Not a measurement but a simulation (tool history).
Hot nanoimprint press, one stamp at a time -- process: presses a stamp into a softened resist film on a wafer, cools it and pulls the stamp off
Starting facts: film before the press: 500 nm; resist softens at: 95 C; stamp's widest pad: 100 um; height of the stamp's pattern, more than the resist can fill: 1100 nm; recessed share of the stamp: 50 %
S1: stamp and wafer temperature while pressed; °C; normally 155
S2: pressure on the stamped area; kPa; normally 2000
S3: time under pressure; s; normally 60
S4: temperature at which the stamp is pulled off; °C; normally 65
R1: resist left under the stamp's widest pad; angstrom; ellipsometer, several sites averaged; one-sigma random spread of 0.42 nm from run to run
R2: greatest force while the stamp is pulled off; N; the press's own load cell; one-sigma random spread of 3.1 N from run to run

run 1 hour=0.0 | S1=155 S2=2000 S3=60 S4=65 | R1=2489 R2=147
run 2 hour=47.6 | S1=155 S2=2000 S3=60 S4=65 | R1=2497 R2=147
run 3 hour=109.8 | S1=155 S2=2910 S3=60 S4=65 | R1=2082 R2=148
run 4 hour=160.1 | S1=155 S2=1410 S3=60 S4=65 | R1=2909 R2=145
run 5 hour=243.1 | S1=155 S2=1410 S3=60 S4=65 | R1=2896 R2=148
-- hour=267.0 stamp cleaned and given a new release coat
run 6 hour=319.9 | S1=155 S2=1410 S3=60 S4=65 | R1=2896 R2=146
run 7 hour=378.8 | S1=155 S2=1410 S3=60 S4=65 | R1=2889 R2=149
run 8 hour=429.2 | S1=155 S2=2000 S3=60 S4=53 | R1=2474 R2=153
run 9 hour=495.8 | S1=155 S2=2000 S3=60 S4=63 | R1=2471 R2=150
-- hour=531.1 stamp cleaned and given a new release coat
run 10 hour=593.1 | S1=155 S2=2000 S3=60 S4=63 | R1=2468 R2=155
run 11 hour=653.6 | S1=155 S2=2000 S3=60 S4=63 | R1=2470 R2=151
-- hour=701.8 plate thermocouple calibrated
run 12 hour=730.9 | S1=159 S2=2000 S3=60 S4=65 | R1=2051 R2=147
run 13 hour=789.1 | S1=159 S2=2000 S3=60 S4=65 | R1=2054 R2=150
-- hour=802.2 stamp cleaned and given a new release coat
run 14 hour=867.0 | S1=159 S2=2000 S3=60 S4=65 | R1=2049 R2=143
run 15 hour=922.1 | S1=159 S2=2000 S3=60 S4=65 | R1=2045 R2=147
-- hour=996.4 press's hydraulic seals changed and the load cell set to zero
run 16 hour=996.4 | S1=155 S2=1470 S3=34 S4=65 | R1=3319 R2=148
run 17 hour=1063.8 | S1=155 S2=1470 S3=104 S4=54 | R1=2347 R2=157
-- hour=1075.0 stamp cleaned and given a new release coat
run 18 hour=1116.7 | S1=143 S2=1470 S3=32 S4=54 | R1=4481 R2=160
run 19 hour=1159.5 | S1=155 S2=3090 S3=34 S4=55 | R1=2431 R2=155
run 20 hour=1244.4 | S1=155 S2=3090 S3=34 S4=55 | R1=2428 R2=157
run 21 hour=1305.8 | S1=155 S2=1550 S3=60 S4=50 | R1=2746 R2=164
-- hour=1345.2 stamp cleaned and given a new release coat
run 22 hour=1383.5 | S1=155 S2=1550 S3=60 S4=50 | R1=2743 R2=165
run 23 hour=1464.8 | S1=155 S2=1550 S3=60 S4=50 | R1=2741 R2=166

Predict each of these 3 candidate next runs independently; none follows another, all start after run 23:
run A hour=1522.9 | S1=153 S2=2000 S3=60 S4=65 | R1=? R2=?
run B hour=1522.9 | S1=157 S2=1440 S3=60 S4=65 | R1=? R2=?
run C hour=1522.9 | S1=155 S2=2900 S3=60 S4=70 | R1=? R2=?

run=A R1=2671 R2=147
run=B R1=2594 R2=147
run=C R1=2033 R2=139
Without the tool's unlogged condition, the same runs would have read:
run=A R1=2728 R2=146
run=B R1=2649 R2=145
run=C R1=2077 R2=138

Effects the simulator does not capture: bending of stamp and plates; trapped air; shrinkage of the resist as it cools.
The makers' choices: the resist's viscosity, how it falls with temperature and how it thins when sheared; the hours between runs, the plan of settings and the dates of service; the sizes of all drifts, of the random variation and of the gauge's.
